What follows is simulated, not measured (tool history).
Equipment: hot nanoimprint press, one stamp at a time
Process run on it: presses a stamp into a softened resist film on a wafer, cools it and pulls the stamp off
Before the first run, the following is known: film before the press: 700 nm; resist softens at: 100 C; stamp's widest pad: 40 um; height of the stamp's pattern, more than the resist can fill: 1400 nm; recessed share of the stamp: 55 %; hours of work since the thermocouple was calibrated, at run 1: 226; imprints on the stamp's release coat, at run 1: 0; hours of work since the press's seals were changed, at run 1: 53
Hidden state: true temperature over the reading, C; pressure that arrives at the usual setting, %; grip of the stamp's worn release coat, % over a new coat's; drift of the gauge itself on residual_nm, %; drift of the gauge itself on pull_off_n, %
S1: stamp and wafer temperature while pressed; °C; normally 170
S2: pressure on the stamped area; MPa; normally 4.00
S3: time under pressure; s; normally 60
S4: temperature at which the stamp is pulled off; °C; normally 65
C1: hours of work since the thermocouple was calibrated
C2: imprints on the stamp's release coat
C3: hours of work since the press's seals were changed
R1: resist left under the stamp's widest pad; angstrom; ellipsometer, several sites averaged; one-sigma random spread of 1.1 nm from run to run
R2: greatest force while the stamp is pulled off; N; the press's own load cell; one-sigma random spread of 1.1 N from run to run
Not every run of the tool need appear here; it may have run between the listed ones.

run	hour	S1	S2	S3	S4	C1	C2	C3	R1	R2
1	0.0	170	4.00	60	65	226	0	53	4103	123
2	7.4	170	4.00	60	63	231	19	57	4075	131
3	17.1	170	3.33	60	65	237	45	63	4369	121
4	27.3	170	3.33	60	65	243	72	70	4380	124
5	34.7	170	4.00	60	65	248	92	74	4144	122
6	42.1	170	4.00	60	65	252	111	79	4136	125
7	50.7	170	4.00	60	65	257	134	84	4134	122
8	58.2	170	4.00	60	65	262	154	89	4159	124
9	69.8	170	4.00	60	65	269	185	96	4148	124
10	78.6	170	4.00	60	59	275	208	101	4145	141
11	85.6	170	4.00	60	59	279	226	106	4178	140
12	90.8	178	4.03	42	64	282	240	109	3217	125
13	102.4	178	4.03	42	64	289	271	116	3211	127
# hour 107.6: gauge calibrated
14	114.0	178	2.58	42	64	296	302	123	3810	125
15	123.0	178	2.58	42	64	302	325	129	3804	126
16	131.5	178	2.58	38	64	307	348	134	3943	126
17	143.0	178	2.58	38	64	314	378	141	3940	126
18	154.4	167	4.00	56	70	321	408	148	4819	110
19	162.7	167	4.00	108	70	326	430	153	3942	108
20	170.9	170	6.37	60	54	331	452	158	3462	155
21	180.9	170	6.37	76	62	338	478	164	3171	131

What if the next run were any one of these 4? Each begins from the tool's condition after run 21:
# hour 189.3: plate thermocouple calibrated
A	189.8	170	4.75	76	62	0	494	168	?	?
# hour 189.3: plate thermocouple calibrated
B	189.8	179	6.37	42	65	0	494	168	?	?
# hour 189.3: plate thermocouple calibrated
C	189.8	170	4.98	60	65	0	494	168	?	?
# hour 189.3: plate thermocouple calibrated
D	189.8	180	3.84	76	62	0	494	168	?	?

run	R1	R2
A	3594	134
B	2459	122
C	3834	123
D	2329	132
What these runs would have given with no unlogged condition in the tool:
run	R1	R2
A	3523	134
B	2411	122
C	3758	123
D	2284	132

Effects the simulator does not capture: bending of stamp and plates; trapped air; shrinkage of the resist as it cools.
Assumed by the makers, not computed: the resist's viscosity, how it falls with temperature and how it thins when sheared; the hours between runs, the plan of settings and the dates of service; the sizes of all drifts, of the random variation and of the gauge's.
